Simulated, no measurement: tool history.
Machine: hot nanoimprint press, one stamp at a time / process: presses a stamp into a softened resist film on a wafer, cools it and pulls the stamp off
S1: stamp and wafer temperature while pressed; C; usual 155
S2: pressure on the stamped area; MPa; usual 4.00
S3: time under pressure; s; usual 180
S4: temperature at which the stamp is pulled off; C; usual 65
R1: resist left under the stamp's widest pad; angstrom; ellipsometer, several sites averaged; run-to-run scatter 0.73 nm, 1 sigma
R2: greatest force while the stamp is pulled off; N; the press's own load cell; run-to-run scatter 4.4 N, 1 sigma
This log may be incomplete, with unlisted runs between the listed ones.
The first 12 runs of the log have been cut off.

At hour 330.7: plate thermocouple calibrated.
Run 13, hour 347.2: usual settings but S2 4.42 MPa, S3 230 s. Result: R1 773 angstrom, R2 318 N.
Run 14, hour 369.7: usual settings but S4 70 C. Result: R1 911 angstrom, R2 297 N.
Run 15, hour 399.3: usual settings but S4 68 C. Result: R1 881 angstrom, R2 300 N.
At hour 410.8: stamp cleaned and given a new release coat.
Run 16, hour 430.4: usual settings but S1 165 C, S2 2.43 MPa. Result: R1 591 angstrom, R2 220 N.
Run 17, hour 460.0: usual settings but S1 157 C, S2 2.43 MPa, S3 163 s, S4 51 C. Result: R1 989 angstrom, R2 264 N.
Run 18, hour 480.6: usual settings but S1 157 C, S2 2.43 MPa, S3 163 s, S4 51 C. Result: R1 988 angstrom, R2 275 N.
At hour 500.4: plate thermocouple calibrated, once more.
Run 19, hour 509.5: usual settings but S1 157 C, S2 2.43 MPa, S3 163 s, S4 51 C. Result: R1 1033 angstrom, R2 288 N.
Run 20, hour 544.0: usual settings but S2 5.70 MPa, S3 110 s. Result: R1 983 angstrom, R2 246 N.
Run 21, hour 577.5: usual settings but S2 5.70 MPa, S3 110 s. Result: R1 986 angstrom, R2 251 N.
Run 22, hour 605.0: usual settings but S1 161 C, S2 4.22 MPa. Result: R1 620 angstrom, R2 254 N.
Run 23, hour 643.9: usual settings but S1 161 C, S2 4.22 MPa. Result: R1 616 angstrom, R2 255 N.
Run 24, hour 676.2: usual settings but S1 165 C. Result: R1 479 angstrom, R2 263 N.
Run 25, hour 701.1: usual settings but S1 165 C. Result: R1 487 angstrom, R2 268 N.
Run 26, hour 722.4: usual settings but S1 165 C. Result: R1 482 angstrom, R2 272 N.
Run 27, hour 752.3: usual settings but S1 165 C, S3 147 s. Result: R1 538 angstrom, R2 288 N.
Run 28, hour 779.4: usual settings but S1 150 C, S2 5.09 MPa, S3 147 s. Result: R1 1222 angstrom, R2 292 N.
Run 29, hour 813.0: usual settings but S1 150 C, S2 5.09 MPa, S3 147 s. Result: R1 1206 angstrom, R2 301 N.
Run 30, hour 832.8: usual settings but S1 150 C, S2 5.09 MPa, S3 147 s. Result: R1 1215 angstrom, R2 319 N.

Consider 3 possible next runs. They are alternatives, not a sequence: every one starts from the tool as it was left by run 30. What does each give?
Run A, hour 849.8: usual settings but S1 150 C, S2 2.55 MPa, S3 147 s. Result: R1 ?, R2 ?.
Run B, hour 849.8: usual settings but S1 154 C, S3 131 s. Result: R1 ?, R2 ?.
Run C, hour 849.8: usual settings but S3 246 s. Result: R1 ?, R2 ?.

run    R1   R2
  A  1439  310
  B  1086  301
  C   805  312
With the hidden condition removed and each run's random variation left untouched, the same runs would have given:
run    R1   R2
  A  1441  213
  B  1070  206
  C   790  215
